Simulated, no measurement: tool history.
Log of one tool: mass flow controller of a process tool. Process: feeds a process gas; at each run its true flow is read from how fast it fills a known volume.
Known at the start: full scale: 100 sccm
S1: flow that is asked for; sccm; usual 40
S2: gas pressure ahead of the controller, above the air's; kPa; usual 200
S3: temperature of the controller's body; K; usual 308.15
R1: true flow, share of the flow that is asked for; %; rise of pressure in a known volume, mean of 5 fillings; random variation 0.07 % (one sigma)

run 1 day=0.000 | S1=40 S2=200 S3=308.15 | R1=101.33
run 2 day=4.975 | S1=40 S2=200 S3=308.15 | R1=101.12
run 3 day=13.658 | S1=40 S2=200 S3=309.15 | R1=101.30
run 4 day=22.988 | S1=40 S2=200 S3=309.15 | R1=101.24
run 5 day=30.979 | S1=40 S2=200 S3=304.15 | R1=101.32
-- day=33.458 controller exchanged for a calibrated one
run 6 day=38.333 | S1=40 S2=200 S3=304.15 | R1=99.21
run 7 day=43.742 | S1=40 S2=200 S3=299.15 | R1=99.25
run 8 day=51.833 | S1=40 S2=200 S3=299.15 | R1=99.26
run 9 day=56.433 | S1=40 S2=200 S3=299.15 | R1=99.31
run 10 day=63.971 | S1=12 S2=200 S3=299.15 | R1=98.46
run 11 day=71.383 | S1=40 S2=200 S3=305.15 | R1=99.41
run 12 day=76.954 | S1=40 S2=200 S3=302.15 | R1=99.39
run 13 day=86.412 | S1=40 S2=200 S3=302.15 | R1=99.62
run 14 day=90.575 | S1=40 S2=200 S3=308.15 | R1=99.47
run 15 day=95.342 | S1=40 S2=200 S3=308.15 | R1=99.33
run 16 day=103.212 | S1=34 S2=200 S3=308.15 | R1=99.26
run 17 day=107.388 | S1=34 S2=200 S3=308.15 | R1=99.46
run 18 day=113.300 | S1=11 S2=200 S3=310.15 | R1=97.15
run 19 day=119.992 | S1=21 S2=189 S3=308.15 | R1=98.71
run 20 day=128.233 | S1=40 S2=140 S3=294.15 | R1=100.14
run 21 day=135.050 | S1=40 S2=140 S3=294.15 | R1=100.05
run 22 day=140.683 | S1=40 S2=140 S3=294.15 | R1=100.17
run 23 day=145.150 | S1=29 S2=187 S3=294.15 | R1=99.59
run 24 day=151.529 | S1=29 S2=244 S3=307.15 | R1=99.22
run 25 day=160.971 | S1=40 S2=251 S3=308.15 | R1=99.74
run 26 day=169.971 | S1=28 S2=192 S3=308.15 | R1=99.25
run 27 day=177.296 | S1=22 S2=192 S3=293.15 | R1=99.06

Forecast each of these 3 alternatives for the next run:
run A day=185.696 | S1=13 S2=170 S3=293.15 | R1=?
run B day=185.696 | S1=12 S2=152 S3=308.15 | R1=?
run C day=185.696 | S1=22 S2=235 S3=293.15 | R1=?

run=A R1=97.08
run=B R1=96.30
run=C R1=98.89
Without the tool's hidden state the same runs would have given:
run=A R1=99.40
run=B R1=99.01
run=C R1=99.31
